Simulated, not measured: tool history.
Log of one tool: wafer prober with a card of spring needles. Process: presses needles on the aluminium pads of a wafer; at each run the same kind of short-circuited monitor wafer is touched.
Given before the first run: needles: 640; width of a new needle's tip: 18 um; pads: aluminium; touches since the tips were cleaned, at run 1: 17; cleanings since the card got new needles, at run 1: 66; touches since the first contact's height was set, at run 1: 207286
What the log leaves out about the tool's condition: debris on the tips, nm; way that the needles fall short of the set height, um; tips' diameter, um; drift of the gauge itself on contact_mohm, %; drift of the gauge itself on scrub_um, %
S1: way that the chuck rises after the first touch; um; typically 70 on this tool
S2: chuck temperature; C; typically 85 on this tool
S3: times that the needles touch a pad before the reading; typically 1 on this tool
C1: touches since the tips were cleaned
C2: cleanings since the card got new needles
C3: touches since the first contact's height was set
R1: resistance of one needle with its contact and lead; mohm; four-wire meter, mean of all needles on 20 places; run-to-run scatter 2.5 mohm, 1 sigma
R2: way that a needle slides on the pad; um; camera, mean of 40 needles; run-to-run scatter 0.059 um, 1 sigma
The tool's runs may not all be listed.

Run 1, hour 0: usual settings; C1 17; C2 66; C3 207286. Result: R1 292 mohm, R2 16.86 um.
At hour 31.9: tips cleaned on abrasive film.
At hour 42: height of the first contact set anew.
Run 2, hour 42.4: usual settings; C1 1978; C2 67; C3 82. Result: R1 352 mohm, R2 17.36 um.
At hour 67.2: tips cleaned on abrasive film.
Run 3, hour 85: usual settings but S2 54 C; C1 3442; C2 68; C3 8267. Result: R1 366 mohm, R2 17.29 um.
At hour 97.4: tips cleaned on abrasive film.
At hour 129.3: tips cleaned on abrasive film.
Run 4, hour 129.3: usual settings but S2 54 C; C1 0; C2 70; C3 16742. Result: R1 279 mohm, R2 17.24 um.
At hour 163.1: tips cleaned on abrasive film.
Run 5, hour 164.9: usual settings but S1 77 um; C1 352; C2 71; C3 23590. Result: R1 303 mohm, R2 18.93 um.
At hour 197.5: tips cleaned on abrasive film.
Run 6, hour 227.3: usual settings but S1 69 um; C1 5730; C2 72; C3 35574. Result: R1 390 mohm, R2 17.04 um.
At hour 234.5: tips cleaned on abrasive film.
At hour 266.3: tips cleaned on abrasive film.
Run 7, hour 275.6: usual settings but S1 69 um, S3 2; C1 1803; C2 74; C3 44848. Result: R1 328 mohm, R2 16.96 um.
At hour 298: tips cleaned on abrasive film.
At hour 333.4: tips cleaned on abrasive film.
Run 8, hour 354.1: usual settings but S1 88 um, S2 59 C; C1 3998; C2 76; C3 59920. Result: R1 340 mohm, R2 21.73 um.
At hour 365.7: tips cleaned on abrasive film.
At hour 398.2: tips cleaned on abrasive film.
Run 9, hour 413.8: usual settings but S1 88 um, S2 59 C; C1 3020; C2 78; C3 71382. Result: R1 337 mohm, R2 21.78 um.
At hour 432.6: tips cleaned on abrasive film.
At hour 463.9: tips cleaned on abrasive film.
Run 10, hour 467: usual settings but S1 54 um; C1 587; C2 80; C3 81570. Result: R1 357 mohm, R2 13.19 um.

Forecast each of these 5 alternatives for the next run:
At hour 496.1: tips cleaned on abrasive film.
Run A, hour 500.5: usual settings but S1 54 um, S3 3; C1 858; C2 81; C3 88014. Result: R1 ?, R2 ?.
At hour 496.1: tips cleaned on abrasive film.
Run B, hour 500.5: usual settings but S1 64 um, S2 29 C; C1 858; C2 81; C3 88014. Result: R1 ?, R2 ?.
At hour 496.1: tips cleaned on abrasive film.
Run C, hour 500.5: usual settings but S2 37 C; C1 858; C2 81; C3 88014. Result: R1 ?, R2 ?.
At hour 496.1: tips cleaned on abrasive film.
Run D, hour 500.5: usual settings; C1 858; C2 81; C3 88014. Result: R1 ?, R2 ?.
At hour 496.1: tips cleaned on abrasive film.
Run E, hour 500.5: usual settings but S2 30 C; C1 858; C2 81; C3 88014. Result: R1 ?, R2 ?.

run   R1     R2
  A  314  13.14
  B  327   15.6
  C  324  17.06
  D  330  17.12
  E  325  17.19
Stripped of hidden state, with their random variation kept, the same runs would have yielded:
run   R1     R2
  A  284  13.31
  B  262  15.77
  C  269  17.23
  D  279  17.29
  E  269  17.36
